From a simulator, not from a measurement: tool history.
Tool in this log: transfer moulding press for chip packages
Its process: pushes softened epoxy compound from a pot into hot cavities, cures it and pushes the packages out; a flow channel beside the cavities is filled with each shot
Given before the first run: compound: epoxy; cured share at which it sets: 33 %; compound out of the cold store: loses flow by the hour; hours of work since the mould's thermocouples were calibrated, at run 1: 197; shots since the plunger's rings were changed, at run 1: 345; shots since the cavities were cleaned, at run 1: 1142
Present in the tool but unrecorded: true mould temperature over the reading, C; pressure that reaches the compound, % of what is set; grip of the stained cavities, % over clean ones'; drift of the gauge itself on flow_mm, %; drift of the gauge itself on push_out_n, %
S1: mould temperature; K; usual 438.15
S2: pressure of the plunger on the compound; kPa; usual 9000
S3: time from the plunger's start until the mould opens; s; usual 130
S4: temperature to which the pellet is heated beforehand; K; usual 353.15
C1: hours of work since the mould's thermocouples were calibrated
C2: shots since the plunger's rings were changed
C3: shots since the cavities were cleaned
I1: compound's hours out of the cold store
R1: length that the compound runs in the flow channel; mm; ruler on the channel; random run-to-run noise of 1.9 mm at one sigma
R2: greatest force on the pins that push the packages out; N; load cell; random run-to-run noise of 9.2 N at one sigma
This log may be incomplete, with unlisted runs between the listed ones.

| run | hour | S1 | S2 | S3 | S4 | C1 | C2 | C3 | I1 | R1 | R2 |
|---|---|---|---|---|---|---|---|---|---|---|---|
| 1 | 0.0 | 438.15 | 9000 | 130 | 353.15 | 197 | 345 | 1142 | 44.9 | 719 | 701 |
|  | 5.9 | cavities cleaned with cleaning compound and waxed |
| 2 | 12.1 | 438.15 | 9000 | 130 | 353.15 | 203 | 428 | 48 | 13.6 | 828 | 419 |
| 3 | 19.9 | 438.15 | 9000 | 115 | 353.15 | 207 | 488 | 108 | 23.4 | 788 | 576 |
| 4 | 27.9 | 438.15 | 9000 | 115 | 353.15 | 211 | 551 | 171 | 28.5 | 774 | 610 |
| 5 | 43.2 | 438.15 | 9000 | 152 | 353.15 | 218 | 669 | 289 | 25.1 | 778 | 456 |
| 6 | 51.9 | 438.15 | 9000 | 123 | 353.15 | 223 | 737 | 357 | 14.2 | 814 | 618 |
| 7 | 69.5 | 438.15 | 9000 | 123 | 359.15 | 232 | 874 | 494 | 39.4 | 731 | 653 |
| 8 | 80.4 | 438.15 | 9000 | 123 | 359.15 | 237 | 959 | 579 | 26.0 | 774 | 701 |
| 9 | 96.8 | 438.15 | 9000 | 130 | 347.15 | 245 | 1086 | 706 | 21.6 | 789 | 688 |
| 10 | 105.1 | 438.15 | 8920 | 130 | 353.15 | 249 | 1150 | 770 | 42.2 | 721 | 654 |
| 11 | 114.6 | 441.15 | 7270 | 135 | 351.15 | 254 | 1224 | 844 | 14.8 | 716 | 611 |
| 12 | 127.6 | 446.15 | 8150 | 112 | 357.15 | 261 | 1325 | 945 | 31.7 | 688 | 599 |
| 13 | 138.0 | 446.15 | 8150 | 112 | 357.15 | 266 | 1405 | 1025 | 35.6 | 678 | 607 |
| 14 | 145.7 | 440.15 | 8630 | 143 | 353.15 | 270 | 1465 | 1085 | 23.6 | 753 | 619 |
| 15 | 157.0 | 440.15 | 8630 | 143 | 353.15 | 276 | 1553 | 1173 | 18.6 | 769 | 613 |
|  | 159.8 | cavities cleaned with cleaning compound and waxed |
| 16 | 170.2 | 440.15 | 8940 | 118 | 353.15 | 281 | 1644 | 80 | 33.8 | 734 | 455 |
| 17 | 178.7 | 440.15 | 8940 | 118 | 353.15 | 286 | 1710 | 146 | 23.8 | 763 | 493 |
| 18 | 186.0 | 440.15 | 8940 | 118 | 353.15 | 289 | 1767 | 203 | 21.1 | 772 | 521 |
| 19 | 202.0 | 440.15 | 8940 | 118 | 353.15 | 297 | 1891 | 327 | 31.6 | 734 | 581 |

Branching from run 19: 5 alternative next runs. What would each branch give?
| A | 209.3 | 444.15 | 9000 | 153 | 353.15 | 301 | 1948 | 384 | 13.0 | ? | ? |
| B | 209.3 | 440.15 | 7950 | 130 | 353.15 | 301 | 1948 | 384 | 26.9 | ? | ? |
| C | 209.3 | 438.15 | 9160 | 154 | 353.15 | 301 | 1948 | 384 | 23.9 | ? | ? |
| D | 209.3 | 440.15 | 7750 | 118 | 347.15 | 301 | 1948 | 384 | 11.1 | ? | ? |
| E | 209.3 | 433.15 | 9000 | 130 | 353.15 | 301 | 1948 | 384 | 26.4 | ? | ? |

| run | R1 | R2 |
|---|---|---|
| A | 786 | 477 |
| B | 707 | 520 |
| C | 777 | 484 |
| D | 753 | 619 |
| E | 783 | 802 |
Without the tool's hidden state the same runs would have given:
| run | R1 | R2 |
|---|---|---|
| A | 811 | 327 |
| B | 729 | 363 |
| C | 801 | 336 |
| D | 776 | 440 |
| E | 808 | 578 |
